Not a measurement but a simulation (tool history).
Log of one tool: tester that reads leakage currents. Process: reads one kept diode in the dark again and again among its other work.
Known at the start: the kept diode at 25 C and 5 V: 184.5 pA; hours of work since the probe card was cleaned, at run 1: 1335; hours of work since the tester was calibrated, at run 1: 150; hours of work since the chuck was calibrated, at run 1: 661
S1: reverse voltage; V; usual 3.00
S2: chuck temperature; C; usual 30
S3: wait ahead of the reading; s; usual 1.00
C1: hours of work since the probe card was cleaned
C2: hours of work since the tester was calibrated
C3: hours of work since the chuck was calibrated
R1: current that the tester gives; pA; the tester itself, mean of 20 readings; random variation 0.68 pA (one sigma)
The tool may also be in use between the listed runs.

run,day,S1,S2,S3,C1,C2,C3,R1
1,0.000,3.00,30,1.00,1335,150,661,223.97
# day 3.921: probe card cleaned and baked
2,6.762,3.00,30,1.00,31,222,733,224.74
3,10.483,3.00,30,1.00,71,262,773,224.30
4,17.817,3.00,25,1.00,150,341,852,146.54
5,21.775,3.00,25,1.00,193,384,895,146.58
6,27.125,3.00,25,1.00,251,442,953,146.86
7,32.296,3.00,30,1.00,306,498,1009,223.87
8,36.800,1.61,30,1.00,355,546,1057,169.38
9,42.783,2.00,30,1.00,420,611,1122,186.52
10,50.296,3.00,40,1.00,501,692,1203,503.32
11,56.029,3.00,26,1.00,563,754,1265,159.06
12,59.717,3.00,26,1.00,603,794,1305,159.55
13,67.338,3.00,30,1.00,685,876,1387,224.20
14,72.517,3.00,30,1.00,741,932,1443,225.17
15,77.188,3.00,30,1.00,791,983,1493,224.59
16,82.804,3.00,30,1.00,852,1043,1554,224.16
17,90.904,3.00,30,1.96,939,1131,1641,224.25
18,95.271,3.00,30,1.00,987,1178,1689,224.03
19,98.933,3.00,30,1.00,1026,1217,1728,223.52
20,103.746,3.00,20,1.00,1078,1269,1780,94.80
21,110.008,3.00,20,1.00,1146,1337,1848,94.93
22,114.112,1.58,45,3.26,1190,1381,1892,552.87
23,121.492,2.64,54,8.42,1270,1461,1972,1362.58
24,125.679,10.55,32,1.99,1315,1506,2017,467.34
# day 131.596: probe card cleaned and baked
25,133.288,12.56,53,0.38,18,1587,2098,2574.64
26,136.900,12.56,53,0.38,57,1626,2137,2576.90
27,144.621,12.56,53,0.38,141,1710,2220,2574.82
28,149.362,12.56,53,0.38,192,1761,2271,2577.87
29,156.221,1.78,30,0.49,266,1835,2346,176.09
# day 162.542: chuck's temperature calibrated
30,162.692,1.88,30,6.01,335,1904,2,180.88
31,169.612,1.88,30,6.01,410,1978,76,180.91
32,176.117,1.88,30,6.01,480,2049,147,180.90
33,181.792,16.94,25,0.99,541,2110,208,324.96
34,188.062,16.94,25,0.99,609,2178,276,325.46
35,194.183,16.94,25,0.99,675,2244,342,325.00
36,199.433,3.67,30,7.15,732,2301,398,245.90
37,204.021,8.06,30,7.15,781,2350,448,350.69
38,209.838,6.03,30,6.23,844,2413,511,309.70
39,217.442,6.03,30,6.23,926,2495,593,305.87
40,225.483,2.03,30,3.31,1013,2582,680,187.99
41,232.067,14.45,30,1.04,1084,2653,751,461.34

3 ways to go on from here, each from the tool as it stands after run 41. What would each give?
A,239.029,2.74,24,1.04,1159,2728,826,?
B,239.029,6.67,30,1.00,1159,2728,826,?
C,239.029,3.00,55,0.32,1159,2728,826,?

run,R1
A,128.99
B,323.73
C,1547.15
Without the tool's hidden state the same runs would have given:
run,R1
A,129.00
B,323.76
C,1548.00
